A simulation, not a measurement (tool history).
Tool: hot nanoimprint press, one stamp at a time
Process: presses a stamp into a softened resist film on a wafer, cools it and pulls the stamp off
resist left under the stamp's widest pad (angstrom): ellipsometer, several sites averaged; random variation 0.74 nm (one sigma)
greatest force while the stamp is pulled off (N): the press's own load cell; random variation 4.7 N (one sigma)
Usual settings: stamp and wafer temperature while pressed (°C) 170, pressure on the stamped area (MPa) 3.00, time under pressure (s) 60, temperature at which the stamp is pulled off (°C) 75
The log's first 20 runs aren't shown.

| run | day | stamp and wafer temperature while pressed (°C) | pressure on the stamped area (MPa) | time under pressure (s) | temperature at which the stamp is pulled off (°C) | resist left under the stamp's widest pad (angstrom) | greatest force while the stamp is pulled off (N) |
|---|---|---|---|---|---|---|---|
| 21 | 6.625 | 170 | 3.95 | 40 | 63 | 2611 | 304 |
| 22 | 6.925 | 179 | 3.26 | 60 | 60 | 1572 | 335 |
| 23 | 7.317 | 173 | 4.16 | 86 | 61 | 1609 | 338 |
| 24 | 7.762 | 179 | 3.00 | 72 | 82 | 1521 | 211 |
| 25 | 8.138 | 159 | 2.66 | 41 | 71 | 4222 | 284 |
| 26 | 8.458 | 159 | 2.66 | 41 | 71 | 4216 | 283 |
| 27 | 8.771 | 159 | 2.66 | 41 | 71 | 4238 | 290 |
| 28 | 9.208 | 159 | 2.66 | 41 | 71 | 4244 | 289 |
| 29 | 9.512 | 170 | 2.53 | 60 | 68 | 2688 | 299 |
| 30 | 9.838 | 173 | 2.33 | 60 | 61 | 2420 | 343 |

Forecast each of these 4 alternatives for the next run:
| A | 10.100 | 173 | 2.33 | 95 | 61 | ? | ? |
| B | 10.100 | 173 | 2.33 | 60 | 77 | ? | ? |
| C | 10.100 | 167 | 2.33 | 34 | 77 | ? | ? |
| D | 10.100 | 170 | 4.14 | 38 | 70 | ? | ? |

| run | resist left under the stamp's widest pad (angstrom) | greatest force while the stamp is pulled off (N) |
|---|---|---|
| A | 2029 | 352 |
| B | 2430 | 268 |
| C | 3638 | 254 |
| D | 2603 | 299 |
Without the tool's hidden state the same runs would have given:
| run | resist left under the stamp's widest pad (angstrom) | greatest force while the stamp is pulled off (N) |
|---|---|---|
| A | 1985 | 300 |
| B | 2382 | 227 |
| C | 3588 | 215 |
| D | 2549 | 254 |

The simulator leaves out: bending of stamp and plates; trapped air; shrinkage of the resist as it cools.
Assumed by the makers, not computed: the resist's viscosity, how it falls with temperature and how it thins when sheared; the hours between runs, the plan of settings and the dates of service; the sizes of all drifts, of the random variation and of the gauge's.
